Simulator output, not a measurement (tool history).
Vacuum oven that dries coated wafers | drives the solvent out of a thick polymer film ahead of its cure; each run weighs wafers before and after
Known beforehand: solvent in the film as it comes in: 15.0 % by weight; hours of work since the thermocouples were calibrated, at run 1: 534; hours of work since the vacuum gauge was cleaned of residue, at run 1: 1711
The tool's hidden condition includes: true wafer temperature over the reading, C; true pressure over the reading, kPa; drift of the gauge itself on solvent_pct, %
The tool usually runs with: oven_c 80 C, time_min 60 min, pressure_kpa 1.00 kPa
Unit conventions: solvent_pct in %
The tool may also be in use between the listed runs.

run	hour	oven_c	time_min	pressure_kpa	hours of work since the thermocouples were calibrated	hours of work since the vacuum gauge was cleaned of residue	solvent_pct
1	0.0	80	60	1.00	534	1711	0.88
2	68.4	80	95	1.00	577	1754	0.45
3	135.7	80	95	1.00	618	1796	0.44
4	184.1	80	95	1.00	649	1826	0.44
5	220.3	80	60	1.00	671	1848	0.89
6	292.9	80	60	1.00	717	1894	0.90
7	323.3	80	60	1.00	735	1913	0.91
8	355.5	80	60	1.00	756	1933	0.90
9	395.2	93	60	1.00	780	1957	0.24
10	454.9	93	60	1.00	818	1995	0.25
11	509.5	93	60	1.04	852	2029	0.25
12	578.5	93	60	1.04	895	2072	0.25
# hour 627.2: vacuum gauge cleaned of residue and calibrated
13	649.8	93	60	1.04	938	14	0.30
14	706.9	93	60	1.04	974	50	0.31
15	770.1	93	60	1.04	1013	89	0.33
16	801.8	80	89	1.00	1033	109	0.60
17	872.6	80	60	1.00	1077	153	0.98
# hour 918.0: vacuum gauge cleaned of residue and calibrated, once more
18	945.2	86	42	3.04	1122	17	0.98
19	979.0	69	42	3.04	1143	38	4.65
20	1034.8	69	42	3.04	1177	73	4.64
21	1072.6	69	42	3.04	1201	96	4.64
22	1136.1	89	60	1.64	1241	136	0.29
23	1169.6	73	60	3.91	1261	157	2.47
24	1230.8	87	84	1.00	1300	195	0.18
25	1265.1	82	84	1.00	1321	216	0.29
26	1311.8	89	40	0.57	1350	246	0.42
27	1349.4	89	40	0.57	1374	269	0.43
28	1408.5	71	64	0.57	1410	306	1.83
29	1462.4	78	42	0.98	1444	340	1.86
30	1524.5	69	57	3.10	1483	378	3.41
31	1560.1	75	57	1.00	1505	400	1.51
32	1603.3	69	37	3.20	1532	427	5.18
33	1633.4	69	60	2.74	1551	446	3.09
34	1690.9	68	51	2.74	1587	482	4.01

Each row is a separate what-if for the run after 34, all from the same tool condition, not one after another. Results?
A	1753.4	88	53	1.19	1626	521	?
B	1753.4	65	55	1.00	1626	521	?
C	1753.4	76	60	2.74	1626	521	?
D	1753.4	79	79	2.74	1626	521	?
E	1753.4	69	60	1.00	1626	521	?

run	solvent_pct
A	0.32
B	4.09
C	1.59
D	0.81
E	2.64
Without the tool's unlogged condition, the same runs would have read:
run	solvent_pct
A	0.36
B	4.48
C	1.81
D	0.89
E	2.97
